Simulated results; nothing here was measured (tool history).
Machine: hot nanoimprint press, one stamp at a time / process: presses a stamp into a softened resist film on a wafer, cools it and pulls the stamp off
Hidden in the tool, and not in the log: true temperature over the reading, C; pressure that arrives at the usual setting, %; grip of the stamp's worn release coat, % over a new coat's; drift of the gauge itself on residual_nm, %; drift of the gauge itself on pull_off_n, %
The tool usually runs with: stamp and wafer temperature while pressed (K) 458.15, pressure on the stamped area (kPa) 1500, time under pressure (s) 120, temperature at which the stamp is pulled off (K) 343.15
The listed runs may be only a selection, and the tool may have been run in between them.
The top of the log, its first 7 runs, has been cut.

run,hour,stamp and wafer temperature while pressed (K),pressure on the stamped area (kPa),time under pressure (s),temperature at which the stamp is pulled off (K),hours of work since the thermocouple was calibrated,imprints on the stamp's release coat,hours of work since the press's seals were changed,resist left under the stamp's widest pad (angstrom),greatest force while the stamp is pulled off (N)
8,104.2,458.15,2020,120,343.15,257,1567,215,1889,234
9,115.6,458.15,2020,120,343.15,262,1587,219,1924,229
10,132.6,458.15,1500,120,343.15,269,1617,226,2283,230
11,149.5,458.15,1500,120,346.15,275,1647,233,2301,217
12,169.3,458.15,1500,120,346.15,284,1682,241,2284,220
13,186.5,458.15,1500,120,343.15,291,1713,248,2266,230
14,196.2,458.15,1270,120,343.15,295,1730,252,2498,242
15,214.6,458.15,1270,120,343.15,302,1763,260,2499,229
16,232.4,458.15,1500,120,343.15,309,1794,267,2284,234
17,242.7,458.15,1500,209,343.15,314,1813,271,1884,231
18,261.3,466.15,2070,146,333.15,321,1846,279,1428,285
19,270.7,466.15,2070,146,333.15,325,1862,283,1441,266
20,282.6,448.15,1500,86,331.15,330,1884,288,3159,290
21,302.0,451.15,1650,86,331.15,338,1918,296,2838,282
22,319.0,451.15,1650,208,331.15,345,1948,302,2174,295
23,336.1,451.15,2400,161,347.15,352,1979,309,1879,212
24,345.0,458.15,1930,120,333.15,355,1994,313,1972,271
# hour 353.0: plate thermocouple calibrated
25,358.9,458.15,1930,120,333.15,2,2014,318,1980,269
26,367.5,465.15,1500,230,346.15,6,2029,321,1544,223
27,377.3,460.15,1250,88,347.15,10,2046,325,2626,215
28,386.7,458.15,2370,120,336.15,14,2063,329,1728,268
29,398.8,458.15,1450,111,343.15,19,2085,334,2356,234
30,412.2,458.15,1450,111,343.15,24,2108,339,2401,228
31,421.7,465.15,1450,118,346.15,28,2125,343,1982,221

Each row is a separate what-if for the run after 31, all from the same tool condition, not one after another. Results?
# hour 438.3: stamp cleaned and given a new release coat
A,443.7,465.15,1450,118,349.15,35,10,350,?,?
# hour 438.3: stamp cleaned and given a new release coat
B,443.7,452.15,1450,118,346.15,35,10,350,?,?
# hour 438.3: stamp cleaned and given a new release coat
C,443.7,453.15,2390,120,343.15,35,10,350,?,?

run,resist left under the stamp's widest pad (angstrom),greatest force while the stamp is pulled off (N)
A,1965,208
B,2688,214
C,1966,237
The same runs, with their run-to-run variation unchanged, on a tool lacking any hidden condition would have given:
run,resist left under the stamp's widest pad (angstrom),greatest force while the stamp is pulled off (N)
A,1964,208
B,2687,214
C,1965,237
